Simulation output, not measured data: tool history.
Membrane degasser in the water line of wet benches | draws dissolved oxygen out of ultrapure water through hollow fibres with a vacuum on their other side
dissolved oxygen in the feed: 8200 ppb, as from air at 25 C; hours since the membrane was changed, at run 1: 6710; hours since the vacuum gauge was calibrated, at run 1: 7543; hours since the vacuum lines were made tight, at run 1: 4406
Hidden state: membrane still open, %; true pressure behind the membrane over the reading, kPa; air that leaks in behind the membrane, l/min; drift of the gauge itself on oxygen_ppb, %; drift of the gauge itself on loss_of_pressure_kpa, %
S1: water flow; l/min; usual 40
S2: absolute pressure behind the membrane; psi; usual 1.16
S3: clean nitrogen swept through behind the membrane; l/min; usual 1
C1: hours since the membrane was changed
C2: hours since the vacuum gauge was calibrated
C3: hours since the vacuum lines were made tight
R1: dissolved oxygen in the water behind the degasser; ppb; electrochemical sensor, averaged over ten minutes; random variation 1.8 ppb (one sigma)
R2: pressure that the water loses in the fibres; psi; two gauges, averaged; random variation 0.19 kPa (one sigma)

run,day,S1,S2,S3,C1,C2,C3,R1,R2
1,0,40,1.16,1,6710,7543,4406,413.9,8.389
2,4.85,40,1.16,1,6827,7660,4522,415.7,8.344
3,11.1,40,0.701,1,6977,7810,4672,176,8.359
4,15.642,40,0.701,1,7086,7919,4781,175.6,8.479
5,19.533,40,0.701,1,7179,8012,4875,177.7,8.393
6,28.117,40,0.701,1,7385,8218,5081,178.7,8.389
7,32.062,49,0.701,1,7480,8313,5176,213.7,10.315
8,38.367,40,1.16,2.78,7631,8464,5327,188.5,8.411
# day 41.65: vacuum gauge calibrated
9,43.95,40,1.813,1,7764,55,5460,750.2,8.409
10,49.604,29,1.16,1,7900,191,5596,330.6,6.064
11,56.25,40,1.16,1,8060,350,5756,427.4,8.412
12,60.804,40,1.16,1,8169,460,5865,428.2,8.417
13,69.833,40,1.16,1,8386,676,6082,427.9,8.457
# day 72.367: vacuum gauge calibrated, once more
14,78.433,40,1.16,1,8592,146,6287,391.9,8.441
15,84.054,44,1.16,1,8726,280,6422,423.4,9.281
16,91.233,44,1.16,1,8899,453,6595,428.8,9.284
17,95.392,44,1.917,1.57,8999,553,6694,588.1,9.262
18,103.929,44,1.917,1.57,9203,758,6899,590.4,9.288
19,110.621,44,1.917,1.57,9364,918,7060,593.2,9.284
20,119.938,58,1.678,2.66,9588,1142,7284,427.7,12.28
21,126.375,47,1.759,1.54,9742,1296,7438,574.5,10.003
22,135.121,29,0.775,2.12,9952,1506,7648,81.3,6.139
23,139.775,53,1.16,0.89,10064,1618,7760,539.8,11.222
24,145.546,52,1.16,0.89,10202,1756,7898,530.9,11.027
25,153.996,47,1.16,1.17,10405,1959,8101,408.4,10.032
26,161.638,47,1.846,1.17,10588,2143,8284,746.9,9.97
27,170.633,35,2.265,1.5,10804,2358,8500,620,7.423
28,177.233,35,2.199,1,10963,2517,8659,817.3,7.465
29,184.738,35,2.199,1,11143,2697,8839,822.7,7.445
30,194.004,35,2.199,1,11365,2919,9061,821.2,7.478
31,201.371,51,1.64,1,11542,3096,9238,778.7,10.879

Forecast each of these 5 alternatives for the next run:
A,208.45,61,2.873,1,11712,3266,9408,?,?
B,208.45,51,1.494,1,11712,3266,9408,?,?
C,208.45,47,1.21,1.27,11712,3266,9408,?,?
D,208.45,40,1.147,1,11712,3266,9408,?,?
E,208.45,48,2.31,0.63,11712,3266,9408,?,?

run,R1,R2
A,1617.2,13.023
B,690.4,10.84
C,414.1,10.051
D,399.9,8.573
E,1465.5,10.225
Without the tool's hidden state the same runs would have given:
run,R1,R2
A,1596.3,12.489
B,666.8,10.395
C,392.6,9.638
D,378.9,8.221
E,1448.3,9.805
